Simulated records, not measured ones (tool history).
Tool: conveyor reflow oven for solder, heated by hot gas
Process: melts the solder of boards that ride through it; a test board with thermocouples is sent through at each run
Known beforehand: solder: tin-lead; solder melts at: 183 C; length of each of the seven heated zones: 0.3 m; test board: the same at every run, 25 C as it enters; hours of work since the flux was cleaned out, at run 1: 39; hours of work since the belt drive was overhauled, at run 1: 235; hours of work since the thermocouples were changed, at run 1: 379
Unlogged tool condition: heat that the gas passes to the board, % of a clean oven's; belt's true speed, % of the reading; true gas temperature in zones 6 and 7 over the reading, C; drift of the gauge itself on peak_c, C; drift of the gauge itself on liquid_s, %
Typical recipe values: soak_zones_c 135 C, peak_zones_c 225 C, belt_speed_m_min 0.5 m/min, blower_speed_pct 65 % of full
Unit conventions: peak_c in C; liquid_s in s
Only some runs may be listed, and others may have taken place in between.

run,hour,soak_zones_c,peak_zones_c,belt_speed_m_min,blower_speed_pct,hours of work since the flux was cleaned out,hours of work since the belt drive was overhauled,hours of work since the thermocouples were changed,peak_c,liquid_s
1,0,135,225,0.5,65,39,235,379,203.5,39.3
2,24.5,135,225,0.5,65,54,251,395,203.3,39.5
3,55.9,135,225,0.5,65,74,270,414,203.4,40.1
4,87.6,135,225,0.5,65,94,290,434,203.4,39.2
5,125.7,135,225,0.5,65,118,314,458,203.4,39.7
6,154.1,135,225,0.5,65,136,332,476,204,38.8
7,173.1,135,225,0.5,65,147,344,488,204.5,38.8
8,205,135,225,0.5,65,167,364,508,204.1,38
9,241.8,135,225,0.5,65,191,387,531,203.3,38.7
10,260.5,135,225,0.5,65,202,399,543,204,39.9
11,302.1,135,225,0.5,65,228,425,569,203.7,40.2
# hour 332.5: flux residue cleaned out of gas plates and filters
12,336.1,135,225,0.5,65,2,443,587,203.8,38.7
13,364.7,135,225,0.5,65,20,461,605,204.1,39.3
14,391.5,135,225,0.5,65,37,478,622,204.1,38.8
15,414.1,135,229,0.5,65,51,492,636,207.6,43.1
16,451,135,229,0.5,65,74,515,659,207.1,43.9
17,492.1,135,229,0.5,65,100,541,685,206.8,43.4
18,520.7,135,215,0.5,57,118,558,702,193.6,23.2
19,539.2,135,215,0.5,57,130,570,714,193.7,23.9
20,565.8,129,215,0.5,75,146,587,731,197.2,28.9
21,604.7,129,215,0.5,75,171,611,755,197.5,29.1
22,625,125,215,0.5,72,183,624,768,195.4,26.4
23,658,135,230,0.588,65,204,645,789,201.3,30.1
24,689.6,135,217,0.477,65,224,664,808,199.3,35.8
25,715.8,135,225,0.587,59,240,681,825,194.7,21.7
# hour 726.9: flux residue cleaned out of gas plates and filters
26,755.5,127,225,0.5,56,18,702,846,198.8,29.8
27,777.8,143,225,0.538,56,32,716,860,200.7,33.7
28,817.1,143,225,0.538,56,57,741,885,200.2,33.4
29,834.7,143,225,0.538,56,68,752,896,200.4,34.4
30,876.7,135,225,0.449,81,94,778,922,210.9,54.6
31,897.3,135,225,0.449,57,107,791,935,204.7,46.3

Consider 3 possible next runs. They are alternatives, not a sequence: every one starts from the tool as it was left by run 31. What does each give?
A,934.1,135,225,0.451,65,130,814,958,?,?
B,934.1,135,216,0.475,66,130,814,958,?,?
C,934.1,135,225,0.5,70,130,814,958,?,?

run,peak_c,liquid_s
A,206.7,49.3
B,197.9,35.2
C,204.3,40.6
Take away the tool's hidden state, keep each run's random variation, and the runs would have read:
run,peak_c,liquid_s
A,206.8,49.4
B,198,35.3
C,204.4,40.7
